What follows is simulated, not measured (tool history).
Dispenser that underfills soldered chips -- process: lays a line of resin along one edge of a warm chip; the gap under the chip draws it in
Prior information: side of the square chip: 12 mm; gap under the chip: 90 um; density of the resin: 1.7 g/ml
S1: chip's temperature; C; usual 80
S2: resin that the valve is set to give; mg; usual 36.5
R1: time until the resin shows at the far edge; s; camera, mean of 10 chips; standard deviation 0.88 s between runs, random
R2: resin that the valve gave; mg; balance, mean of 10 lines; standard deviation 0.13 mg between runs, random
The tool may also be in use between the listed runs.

Run 1, hour 0: usual settings. Result: R1 105 s, R2 36.2 mg.
At hour 5: new syringe of resin.
Run 2, hour 6.7: usual settings. Result: R1 87.4 s, R2 36.12 mg.
Run 3, hour 11.7: usual settings. Result: R1 98.6 s, R2 35.91 mg.
Run 4, hour 14.9: usual settings. Result: R1 108.9 s, R2 36.1 mg.
At hour 18.5: new syringe of resin.
Run 5, hour 21.4: usual settings. Result: R1 88.3 s, R2 35.89 mg.
Run 6, hour 26.2: usual settings. Result: R1 102 s, R2 35.89 mg.
Run 7, hour 29.8: usual settings but S1 89 C, S2 34.4 mg. Result: R1 77.5 s, R2 33.72 mg.
At hour 31.8: new syringe of resin.
Run 8, hour 36.8: usual settings but S1 66 C, S2 32.8 mg. Result: R1 182.6 s, R2 32.07 mg.
Run 9, hour 42: usual settings but S2 33.3 mg. Result: R1 111.1 s, R2 32.25 mg.
At hour 44.8: new syringe of resin.
Run 10, hour 48.6: usual settings but S2 33.3 mg. Result: R1 91.1 s, R2 32.26 mg.
Run 11, hour 51.9: usual settings but S1 69 C, S2 46 mg. Result: R1 165.1 s, R2 44.31 mg.
At hour 58.2: new syringe of resin.
Run 12, hour 58.9: usual settings but S2 34.7 mg. Result: R1 84.6 s, R2 33.23 mg.

Branching from run 12: 4 alternative next runs. What would each branch give?
Run A, hour 62.3: usual settings but S1 93 C, S2 45.3 mg. Result: R1 ?, R2 ?.
Run B, hour 62.3: usual settings but S2 47.2 mg. Result: R1 ?, R2 ?.
Run C, hour 62.3: usual settings but S1 71 C, S2 39.1 mg. Result: R1 ?, R2 ?.
Run D, hour 62.3: usual settings but S1 84 C, S2 41.8 mg. Result: R1 ?, R2 ?.

run     R1     R2
  A   52.6  43.52
  B   91.1  45.33
  C  140.3  37.64
  D   76.6  40.04
The same runs, with their run-to-run variation unchanged, on a tool lacking any hidden condition would have given:
run     R1     R2
  A   46.9  45.25
  B   81.3  47.13
  C  125.2  39.14
  D   68.3  41.64
